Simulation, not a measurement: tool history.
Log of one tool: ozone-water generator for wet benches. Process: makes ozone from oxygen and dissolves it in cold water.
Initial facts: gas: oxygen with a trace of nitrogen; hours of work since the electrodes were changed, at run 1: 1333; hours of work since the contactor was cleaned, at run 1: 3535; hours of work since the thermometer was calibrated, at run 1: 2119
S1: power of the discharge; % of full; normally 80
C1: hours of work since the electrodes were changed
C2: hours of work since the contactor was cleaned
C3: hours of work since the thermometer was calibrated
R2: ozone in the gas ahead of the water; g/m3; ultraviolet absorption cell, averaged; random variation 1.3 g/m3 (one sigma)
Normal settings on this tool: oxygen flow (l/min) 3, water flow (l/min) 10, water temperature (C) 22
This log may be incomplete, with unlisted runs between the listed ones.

run 1 day=0 | S1=80 oxygen_flow_(l/min)=3 water_flow_(l/min)=10 water_temperature_(C)=22 | C1=1333 C2=3535 C3=2119 | dissolved_ozone_(ppm)=19.9 R2=234.1
run 2 day=4.517 | S1=80 oxygen_flow_(l/min)=3 water_flow_(l/min)=10 water_temperature_(C)=22 | C1=1429 C2=3631 C3=2214 | dissolved_ozone_(ppm)=20.1 R2=232.9
run 3 day=10.554 | S1=80 oxygen_flow_(l/min)=3 water_flow_(l/min)=10 water_temperature_(C)=22 | C1=1556 C2=3759 C3=2342 | dissolved_ozone_(ppm)=19.7 R2=233.5
run 4 day=15.45 | S1=80 oxygen_flow_(l/min)=3 water_flow_(l/min)=10 water_temperature_(C)=22 | C1=1660 C2=3862 C3=2445 | dissolved_ozone_(ppm)=19.5 R2=233.7
run 5 day=21.783 | S1=80 oxygen_flow_(l/min)=3 water_flow_(l/min)=10 water_temperature_(C)=22 | C1=1794 C2=3996 C3=2579 | dissolved_ozone_(ppm)=19.8 R2=234.1
run 6 day=25.554 | S1=80 oxygen_flow_(l/min)=3 water_flow_(l/min)=10 water_temperature_(C)=22 | C1=1874 C2=4076 C3=2659 | dissolved_ozone_(ppm)=19.8 R2=232.6
run 7 day=31.746 | S1=80 oxygen_flow_(l/min)=3 water_flow_(l/min)=10 water_temperature_(C)=22 | C1=2005 C2=4207 C3=2790 | dissolved_ozone_(ppm)=20 R2=234.1
run 8 day=37.233 | S1=80 oxygen_flow_(l/min)=3 water_flow_(l/min)=10 water_temperature_(C)=22 | C1=2121 C2=4323 C3=2906 | dissolved_ozone_(ppm)=20.2 R2=231.4
run 9 day=42.638 | S1=80 oxygen_flow_(l/min)=3 water_flow_(l/min)=10 water_temperature_(C)=22 | C1=2235 C2=4438 C3=3021 | dissolved_ozone_(ppm)=19.7 R2=230.1
run 10 day=48.85 | S1=52 oxygen_flow_(l/min)=3 water_flow_(l/min)=10 water_temperature_(C)=22 | C1=2367 C2=4569 C3=3152 | dissolved_ozone_(ppm)=14.3 R2=163.2
run 11 day=52.067 | S1=52 oxygen_flow_(l/min)=3 water_flow_(l/min)=10 water_temperature_(C)=22 | C1=2435 C2=4637 C3=3220 | dissolved_ozone_(ppm)=14.5 R2=162.7
run 12 day=56.267 | S1=80 oxygen_flow_(l/min)=3 water_flow_(l/min)=9 water_temperature_(C)=22 | C1=2524 C2=4726 C3=3309 | dissolved_ozone_(ppm)=21.9 R2=230.9
run 13 day=62.642 | S1=80 oxygen_flow_(l/min)=3 water_flow_(l/min)=10 water_temperature_(C)=22 | C1=2659 C2=4861 C3=3444 | dissolved_ozone_(ppm)=19.8 R2=230.4
-- day=63.196 contactor cleaned
run 14 day=65.888 | S1=80 oxygen_flow_(l/min)=3 water_flow_(l/min)=10 water_temperature_(C)=22 | C1=2724 C2=57 C3=3509 | dissolved_ozone_(ppm)=19.9 R2=230.5
run 15 day=72.175 | S1=80 oxygen_flow_(l/min)=3 water_flow_(l/min)=10 water_temperature_(C)=22 | C1=2857 C2=190 C3=3642 | dissolved_ozone_(ppm)=19.7 R2=231.1
run 16 day=78.446 | S1=80 oxygen_flow_(l/min)=3 water_flow_(l/min)=10 water_temperature_(C)=22 | C1=2990 C2=323 C3=3775 | dissolved_ozone_(ppm)=19.8 R2=233.3
run 17 day=83.425 | S1=80 oxygen_flow_(l/min)=4.28 water_flow_(l/min)=10 water_temperature_(C)=22 | C1=3095 C2=428 C3=3880 | dissolved_ozone_(ppm)=19.8 R2=200.5
run 18 day=88.267 | S1=80 oxygen_flow_(l/min)=4.28 water_flow_(l/min)=10 water_temperature_(C)=22 | C1=3197 C2=531 C3=3983 | dissolved_ozone_(ppm)=19.7 R2=200.3
run 19 day=93.55 | S1=80 oxygen_flow_(l/min)=4.28 water_flow_(l/min)=10 water_temperature_(C)=22 | C1=3309 C2=642 C3=4095 | dissolved_ozone_(ppm)=19.8 R2=202.5
run 20 day=96.183 | S1=63 oxygen_flow_(l/min)=3 water_flow_(l/min)=10 water_temperature_(C)=22 | C1=3365 C2=698 C3=4150 | dissolved_ozone_(ppm)=16.1 R2=191.7
run 21 day=101.675 | S1=63 oxygen_flow_(l/min)=3 water_flow_(l/min)=10 water_temperature_(C)=22 | C1=3481 C2=814 C3=4266 | dissolved_ozone_(ppm)=16.4 R2=192.1
run 22 day=105.975 | S1=66 oxygen_flow_(l/min)=3 water_flow_(l/min)=10 water_temperature_(C)=19 | C1=3572 C2=905 C3=4357 | dissolved_ozone_(ppm)=17.6 R2=199.7
run 23 day=109.304 | S1=66 oxygen_flow_(l/min)=3.98 water_flow_(l/min)=10 water_temperature_(C)=20 | C1=3643 C2=976 C3=4428 | dissolved_ozone_(ppm)=17.6 R2=176.6
run 24 day=112.912 | S1=66 oxygen_flow_(l/min)=3.98 water_flow_(l/min)=10 water_temperature_(C)=20 | C1=3719 C2=1052 C3=4504 | dissolved_ozone_(ppm)=17.7 R2=178.2
run 25 day=117.925 | S1=52 oxygen_flow_(l/min)=3 water_flow_(l/min)=10 water_temperature_(C)=22 | C1=3825 C2=1158 C3=4610 | dissolved_ozone_(ppm)=14.1 R2=165.9
run 26 day=122.117 | S1=40 oxygen_flow_(l/min)=4.24 water_flow_(l/min)=15 water_temperature_(C)=22 | C1=3914 C2=1247 C3=4699 | dissolved_ozone_(ppm)=7.5 R2=115.6
run 27 day=128.479 | S1=75 oxygen_flow_(l/min)=5.37 water_flow_(l/min)=10 water_temperature_(C)=26 | C1=4048 C2=1381 C3=4834 | dissolved_ozone_(ppm)=17 R2=173.4
run 28 day=131.712 | S1=89 oxygen_flow_(l/min)=1.63 water_flow_(l/min)=15 water_temperature_(C)=20 | C1=4117 C2=1450 C3=4902 | dissolved_ozone_(ppm)=12.4 R2=330.6
run 29 day=137.967 | S1=89 oxygen_flow_(l/min)=1.63 water_flow_(l/min)=15 water_temperature_(C)=20 | C1=4249 C2=1582 C3=5034 | dissolved_ozone_(ppm)=12.5 R2=328.3
run 30 day=143.792 | S1=63 oxygen_flow_(l/min)=3 water_flow_(l/min)=8 water_temperature_(C)=22 | C1=4372 C2=1706 C3=5158 | dissolved_ozone_(ppm)=20.1 R2=191.3
run 31 day=148.079 | S1=96 oxygen_flow_(l/min)=3 water_flow_(l/min)=7 water_temperature_(C)=22 | C1=4463 C2=1796 C3=5248 | dissolved_ozone_(ppm)=31.5 R2=271
run 32 day=152.062 | S1=96 oxygen_flow_(l/min)=3 water_flow_(l/min)=7 water_temperature_(C)=22 | C1=4547 C2=1881 C3=5333 | dissolved_ozone_(ppm)=31.8 R2=267.7
run 33 day=155.842 | S1=80 oxygen_flow_(l/min)=2.28 water_flow_(l/min)=7 water_temperature_(C)=22 | C1=4627 C2=1960 C3=5413 | dissolved_ozone_(ppm)=27.2 R2=261.4

3 ways to go on from here, each from the tool as it stands after run 33. What would each give?
run A day=160.396 | S1=46 oxygen_flow_(l/min)=2 water_flow_(l/min)=7 water_temperature_(C)=14 | C1=4724 C2=2057 C3=5509 | dissolved_ozone_(ppm)=? R2=?
run B day=160.396 | S1=43 oxygen_flow_(l/min)=2.28 water_flow_(l/min)=11 water_temperature_(C)=19 | C1=4724 C2=2057 C3=5509 | dissolved_ozone_(ppm)=? R2=?
run C day=160.396 | S1=80 oxygen_flow_(l/min)=2.24 water_flow_(l/min)=7 water_temperature_(C)=22 | C1=4724 C2=2057 C3=5509 | dissolved_ozone_(ppm)=? R2=?

run=A dissolved_ozone_(ppm)=19.7 R2=177.8
run=B dissolved_ozone_(ppm)=11 R2=159.1
run=C dissolved_ozone_(ppm)=27.2 R2=262.9
What these runs would have given with no unlogged condition in the tool:
run=A dissolved_ozone_(ppm)=19.7 R2=177.9
run=B dissolved_ozone_(ppm)=11.1 R2=159.2
run=C dissolved_ozone_(ppm)=27.2 R2=263.1

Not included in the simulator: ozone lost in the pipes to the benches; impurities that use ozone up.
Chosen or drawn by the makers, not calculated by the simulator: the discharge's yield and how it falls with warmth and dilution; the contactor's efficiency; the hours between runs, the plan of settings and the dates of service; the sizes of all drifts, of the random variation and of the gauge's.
